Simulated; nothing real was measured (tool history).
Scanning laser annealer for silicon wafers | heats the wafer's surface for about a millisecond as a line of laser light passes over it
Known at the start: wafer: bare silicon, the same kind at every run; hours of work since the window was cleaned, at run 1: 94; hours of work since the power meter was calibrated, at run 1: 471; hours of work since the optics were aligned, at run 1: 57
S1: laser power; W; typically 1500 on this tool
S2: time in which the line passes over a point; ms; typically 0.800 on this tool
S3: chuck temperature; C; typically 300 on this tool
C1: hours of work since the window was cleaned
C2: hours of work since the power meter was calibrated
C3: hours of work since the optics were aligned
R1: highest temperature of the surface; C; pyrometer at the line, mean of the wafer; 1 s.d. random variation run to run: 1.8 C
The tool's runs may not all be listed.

run,hour,S1,S2,S3,C1,C2,C3,R1
1,0.0,1500,0.800,300,94,471,57,1027
2,14.4,1278,0.800,300,105,481,68,918
3,30.0,1278,0.800,300,116,492,79,914
4,48.7,1278,0.800,300,130,506,92,912
5,62.0,1278,0.800,300,139,515,102,912
6,80.9,1278,0.800,300,153,529,115,912
7,98.6,1438,0.800,300,166,542,128,990
8,114.6,1438,0.800,300,177,553,140,993
# hour 121.3: optics aligned, line set to its width
9,133.2,1438,0.800,272,187,563,9,961
10,157.2,1438,0.800,272,204,581,26,960
11,171.8,1438,0.800,272,215,591,36,961
# hour 189.1: optics aligned, line set to its width, once more
12,193.8,1500,0.800,300,227,603,3,1020
13,218.0,1500,0.800,300,244,621,21,1020
14,231.0,1548,0.591,282,254,630,30,928
15,257.1,1544,0.800,295,273,649,49,1032
16,272.5,1544,0.800,295,284,660,60,1038
17,284.3,1547,0.787,274,292,669,69,1007
18,296.3,1354,0.919,313,301,677,77,992
19,312.8,1354,0.919,313,313,689,89,996
20,332.4,1295,0.919,287,327,703,103,935
21,357.3,1514,0.919,285,345,721,121,1049
22,376.5,1443,0.564,331,359,735,135,914
23,393.3,1412,0.800,334,371,747,147,998
24,414.1,1412,0.666,310,386,762,162,925
25,428.6,1388,0.997,336,397,773,173,1052
26,445.1,1388,0.997,336,408,785,185,1054

Forecast each of these 4 alternatives for the next run:
A,461.1,1500,0.800,285,420,796,196,?
B,461.1,1558,0.862,281,420,796,196,?
C,461.1,1353,0.904,293,420,796,196,?
D,461.1,1341,0.800,300,420,796,196,?

run,R1
A,990
B,1041
C,963
D,926
With the hidden condition removed and each run's random variation left untouched, the same runs would have given:
run,R1
A,1022
B,1075
C,994
D,955

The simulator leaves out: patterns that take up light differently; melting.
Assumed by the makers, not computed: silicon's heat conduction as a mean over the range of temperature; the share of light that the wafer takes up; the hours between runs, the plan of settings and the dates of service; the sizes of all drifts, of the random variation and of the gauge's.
